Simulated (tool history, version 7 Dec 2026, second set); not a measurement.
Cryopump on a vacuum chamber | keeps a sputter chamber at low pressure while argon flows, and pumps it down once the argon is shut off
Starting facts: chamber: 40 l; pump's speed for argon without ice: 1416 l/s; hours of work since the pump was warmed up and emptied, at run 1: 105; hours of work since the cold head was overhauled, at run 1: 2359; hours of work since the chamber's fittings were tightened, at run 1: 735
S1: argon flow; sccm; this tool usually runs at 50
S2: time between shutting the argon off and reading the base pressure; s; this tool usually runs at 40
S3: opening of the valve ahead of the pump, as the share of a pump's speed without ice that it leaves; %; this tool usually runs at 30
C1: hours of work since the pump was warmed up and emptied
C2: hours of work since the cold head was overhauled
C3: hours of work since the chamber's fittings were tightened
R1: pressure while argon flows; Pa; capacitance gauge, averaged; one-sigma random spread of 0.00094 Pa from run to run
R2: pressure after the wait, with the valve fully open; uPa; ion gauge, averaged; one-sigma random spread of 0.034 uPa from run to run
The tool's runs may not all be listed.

Run 1, day 0: usual settings; C1 105; C2 2359; C3 735. Result: R1 0.2021 Pa, R2 2.84 uPa.
Run 2, day 2.358: usual settings but S1 58 sccm; C1 154; C2 2408; C3 784. Result: R1 0.2362 Pa, R2 2.89 uPa.
Run 3, day 5.767: usual settings but S1 48 sccm; C1 225; C2 2479; C3 854. Result: R1 0.1983 Pa, R2 3.18 uPa.
Run 4, day 8.608: usual settings but S1 64 sccm; C1 284; C2 2538; C3 913. Result: R1 0.2646 Pa, R2 3.16 uPa.
Run 5, day 10.779: usual settings but S1 64 sccm; C1 329; C2 2583; C3 958. Result: R1 0.2644 Pa, R2 3.3 uPa.
Run 6, day 14.383: usual settings but S1 64 sccm; C1 403; C2 2657; C3 1033. Result: R1 0.2678 Pa, R2 3.46 uPa.
Run 7, day 16.038: usual settings but S1 64 sccm; C1 438; C2 2692; C3 1067. Result: R1 0.2722 Pa, R2 3.46 uPa.
Run 8, day 18.05: usual settings but S1 64 sccm, S2 75 s; C1 480; C2 2734; C3 1109. Result: R1 0.269 Pa, R2 2.86 uPa.
Run 9, day 19.946: usual settings; C1 519; C2 2773; C3 1148. Result: R1 0.2142 Pa, R2 3.65 uPa.
At day 20.275: leaking fittings of the chamber tightened, without venting.
Run 10, day 23.3: usual settings; C1 587; C2 2841; C3 63. Result: R1 0.2145 Pa, R2 1.98 uPa.
Run 11, day 25.354: usual settings; C1 629; C2 2883; C3 105. Result: R1 0.2168 Pa, R2 2.02 uPa.
Run 12, day 28.496: usual settings but S3 19 %; C1 695; C2 2948; C3 171. Result: R1 0.3322 Pa, R2 2.16 uPa.
Run 13, day 30.75: usual settings but S3 19 %; C1 741; C2 2995; C3 217. Result: R1 0.3337 Pa, R2 2.26 uPa.
Run 14, day 32.338: usual settings; C1 774; C2 3028; C3 250. Result: R1 0.2183 Pa, R2 2.33 uPa.
Run 15, day 35.267: usual settings; C1 835; C2 3089; C3 311. Result: R1 0.2219 Pa, R2 2.59 uPa.
Run 16, day 38.7: usual settings but S1 99 sccm; C1 906; C2 3160; C3 382. Result: R1 0.4493 Pa, R2 2.59 uPa.
Run 17, day 40.912: usual settings; C1 952; C2 3206; C3 428. Result: R1 0.2261 Pa, R2 2.78 uPa.
Run 18, day 44.625: usual settings but S1 23 sccm, S2 103 s, S3 17 %; C1 1029; C2 3283; C3 505. Result: R1 0.1744 Pa, R2 1.97 uPa.
At day 46.729: pump warmed up, emptied and cooled again.
Run 19, day 48.625: usual settings but S1 23 sccm, S2 103 s, S3 17 %; C1 39; C2 3362; C3 584. Result: R1 0.1631 Pa, R2 1.69 uPa.
Run 20, day 52.283: usual settings but S1 79 sccm, S3 21 %; C1 115; C2 3438; C3 660. Result: R1 0.456 Pa, R2 2.74 uPa.
Run 21, day 55.138: usual settings but S1 40 sccm, S2 128 s, S3 22 %; C1 174; C2 3497; C3 719. Result: R1 0.2227 Pa, R2 1.73 uPa.
Run 22, day 57.871: usual settings but S1 40 sccm, S2 128 s, S3 22 %; C1 231; C2 3554; C3 776. Result: R1 0.2219 Pa, R2 1.89 uPa.
Run 23, day 59.983: usual settings but S1 31 sccm; C1 275; C2 3597; C3 820. Result: R1 0.1263 Pa, R2 3.09 uPa.
Run 24, day 63.15: usual settings but S1 34 sccm, S3 23 %; C1 341; C2 3663; C3 885. Result: R1 0.184 Pa, R2 3.13 uPa.
Run 25, day 65.008: usual settings but S1 34 sccm, S3 23 %; C1 379; C2 3702; C3 924. Result: R1 0.1831 Pa, R2 3.3 uPa.
Run 26, day 67.712: usual settings but S1 34 sccm, S3 23 %; C1 435; C2 3758; C3 980. Result: R1 0.1841 Pa, R2 3.45 uPa.
Run 27, day 70.65: usual settings but S1 34 sccm, S3 23 %; C1 496; C2 3819; C3 1041. Result: R1 0.1872 Pa, R2 3.64 uPa.
Run 28, day 72.571: usual settings but S1 40 sccm, S2 168 s, S3 23 %; C1 536; C2 3859; C3 1081. Result: R1 0.2204 Pa, R2 2.39 uPa.
At day 76.117: leaking fittings of the chamber tightened, without venting.
Run 29, day 76.317: usual settings but S1 40 sccm, S2 168 s, S3 23 %; C1 612; C2 3934; C3 4. Result: R1 0.2196 Pa, R2 0.66 uPa.
Run 30, day 79.667: usual settings but S1 40 sccm, S2 168 s, S3 23 %; C1 682; C2 4004; C3 74. Result: R1 0.2229 Pa, R2 0.77 uPa.
Run 31, day 82.362: usual settings but S1 46 sccm, S2 62 s, S3 20 %; C1 737; C2 4060; C3 130. Result: R1 0.2941 Pa, R2 1.54 uPa.
Run 32, day 86.029: usual settings but S1 48 sccm, S3 25 %; C1 814; C2 4136; C3 206. Result: R1 0.2536 Pa, R2 2.24 uPa.
Run 33, day 87.938: usual settings but S2 28 s, S3 40 %; C1 853; C2 4176; C3 245. Result: R1 0.1757 Pa, R2 2.99 uPa.
Run 34, day 89.779: usual settings but S1 97 sccm, S2 72 s, S3 25 %; C1 891; C2 4214; C3 283. Result: R1 0.5174 Pa, R2 1.8 uPa.

Consider 3 possible next runs. They are alternatives, not a sequence: every one starts from the tool as it was left by run 34. What does each give?
Run A, day 92.675: usual settings but S1 30 sccm, S2 81 s, S3 43 %; C1 951; C2 4274; C3 343. Result: R1 ?, R2 ?.
Run B, day 92.675: usual settings but S1 46 sccm, S2 121 s, S3 41 %; C1 951; C2 4274; C3 343. Result: R1 ?, R2 ?.
Run C, day 92.675: usual settings but S2 27 s; C1 951; C2 4274; C3 343. Result: R1 ?, R2 ?.

run      R1    R2
  A  0.1001  1.73
  B  0.1615  1.47
  C   0.227  3.33
Stripped of hidden state, with their random variation kept, the same runs would have yielded:
run      R1    R2
  A  0.0824  0.95
  B  0.1342  0.69
  C  0.1976  2.53
